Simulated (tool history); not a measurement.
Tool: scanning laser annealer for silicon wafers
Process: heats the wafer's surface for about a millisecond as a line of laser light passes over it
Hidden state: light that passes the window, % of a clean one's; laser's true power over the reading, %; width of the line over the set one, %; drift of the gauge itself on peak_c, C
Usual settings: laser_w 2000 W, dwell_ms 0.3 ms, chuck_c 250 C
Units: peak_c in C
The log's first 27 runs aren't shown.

| run | hour | laser_w | dwell_ms | chuck_c | hours of work since the window was cleaned | hours of work since the power meter was calibrated | hours of work since the optics were aligned | peak_c |
|---|---|---|---|---|---|---|---|---|
| 28 | 1778.4 | 2038 | 0.272 | 214 | 988 | 3312 | 219 | 897 |
|  | 1798.8 | window over the wafer cleaned |
| 29 | 1817.2 | 2038 | 0.272 | 214 | 13 | 3339 | 246 | 937 |
| 30 | 1868.1 | 2038 | 0.272 | 214 | 51 | 3376 | 283 | 934 |
| 31 | 1942 | 2172 | 0.231 | 255 | 105 | 3430 | 338 | 956 |
| 32 | 2018.8 | 1738 | 0.241 | 250 | 162 | 3487 | 394 | 811 |
| 33 | 2085 | 1780 | 0.313 | 266 | 210 | 3535 | 443 | 929 |
| 34 | 2122.7 | 1780 | 0.352 | 277 | 238 | 3563 | 471 | 985 |
| 35 | 2202.5 | 1780 | 0.352 | 277 | 297 | 3622 | 529 | 981 |
| 36 | 2266.7 | 1780 | 0.352 | 277 | 344 | 3669 | 576 | 975 |
| 37 | 2334 | 2030 | 0.352 | 288 | 393 | 3718 | 626 | 1092 |

Forecast run 38:
| 38 | 2375.1 | 1740 | 0.3 | 250 | 423 | 3749 | 656 | ? |

{"run 38": {"peak_c": 878}}
Without the tool's hidden state the same run would have given peak_c 891 C.

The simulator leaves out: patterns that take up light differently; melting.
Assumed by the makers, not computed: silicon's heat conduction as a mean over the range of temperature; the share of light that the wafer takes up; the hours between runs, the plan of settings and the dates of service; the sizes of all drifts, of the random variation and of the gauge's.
